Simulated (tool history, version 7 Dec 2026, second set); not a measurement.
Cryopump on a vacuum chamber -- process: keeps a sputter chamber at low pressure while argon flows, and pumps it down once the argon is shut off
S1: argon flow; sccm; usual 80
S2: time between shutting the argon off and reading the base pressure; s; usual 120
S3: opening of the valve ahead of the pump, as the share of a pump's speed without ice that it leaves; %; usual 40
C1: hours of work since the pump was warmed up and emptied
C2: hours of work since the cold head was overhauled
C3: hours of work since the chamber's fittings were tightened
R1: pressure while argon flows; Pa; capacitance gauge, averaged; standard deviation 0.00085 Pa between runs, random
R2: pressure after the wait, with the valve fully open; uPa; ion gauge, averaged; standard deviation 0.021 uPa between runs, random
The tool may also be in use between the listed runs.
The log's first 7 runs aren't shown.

| run | day | S1 | S2 | S3 | C1 | C2 | C3 | R1 | R2 |
|---|---|---|---|---|---|---|---|---|---|
| 8 | 4.521 | 80 | 120 | 40 | 384 | 384 | 1597 | 0.1964 | 1.71 |
| 9 | 5.108 | 80 | 120 | 40 | 395 | 395 | 1607 | 0.198 | 1.7 |
| 10 | 5.567 | 80 | 120 | 40 | 403 | 403 | 1615 | 0.1979 | 1.73 |
| 11 | 5.996 | 80 | 85 | 40 | 410 | 410 | 1622 | 0.1981 | 1.89 |
| 12 | 6.638 | 80 | 85 | 57 | 421 | 421 | 1634 | 0.1466 | 1.93 |
| 13 | 7.454 | 80 | 120 | 40 | 436 | 436 | 1648 | 0.2013 | 1.8 |
| 14 | 8.054 | 80 | 120 | 40 | 446 | 446 | 1658 | 0.2027 | 1.83 |
| 15 | 8.608 | 80 | 120 | 40 | 456 | 456 | 1668 | 0.2011 | 1.87 |
| 16 | 9.633 | 80 | 120 | 40 | 474 | 474 | 1686 | 0.2052 | 1.93 |
| 17 | 10.158 | 80 | 120 | 40 | 483 | 483 | 1695 | 0.2076 | 1.98 |
| 18 | 10.675 | 43 | 63 | 59 | 492 | 492 | 1704 | 0.0821 | 2.17 |
| 19 | 11.233 | 72 | 63 | 17 | 502 | 502 | 1714 | 0.3963 | 2.28 |
|  | 11.85 | pump warmed up, emptied and cooled again |
| 20 | 11.938 | 63 | 184 | 28 | 1 | 510 | 1722 | 0.1932 | 1.26 |
| 21 | 12.792 | 80 | 106 | 18 | 16 | 525 | 1737 | 0.3843 | 1.47 |
| 22 | 13.617 | 80 | 48 | 22 | 31 | 540 | 1752 | 0.3161 | 1.98 |
| 23 | 14.125 | 80 | 48 | 22 | 40 | 548 | 1761 | 0.313 | 1.92 |
| 24 | 14.604 | 37 | 48 | 22 | 48 | 557 | 1769 | 0.1457 | 1.91 |
| 25 | 15.192 | 37 | 48 | 22 | 58 | 567 | 1779 | 0.1458 | 1.92 |
| 26 | 16.183 | 37 | 48 | 22 | 76 | 584 | 1796 | 0.1471 | 1.92 |
| 27 | 17.204 | 42 | 113 | 45 | 93 | 602 | 1814 | 0.0829 | 1.56 |
| 28 | 18.133 | 42 | 113 | 45 | 110 | 618 | 1831 | 0.084 | 1.57 |

Run 29 has not been measured yet. What should we expect?
| 29 | 18.754 | 72 | 26 | 40 | 120 | 629 | 1841 | ? | ? |

R1: 0.1601 Pa
R2: 2.63 uPa
The same run, on a tool lacking any hidden state, would have yielded R1 0.154 Pa, R2 1.45 uPa.

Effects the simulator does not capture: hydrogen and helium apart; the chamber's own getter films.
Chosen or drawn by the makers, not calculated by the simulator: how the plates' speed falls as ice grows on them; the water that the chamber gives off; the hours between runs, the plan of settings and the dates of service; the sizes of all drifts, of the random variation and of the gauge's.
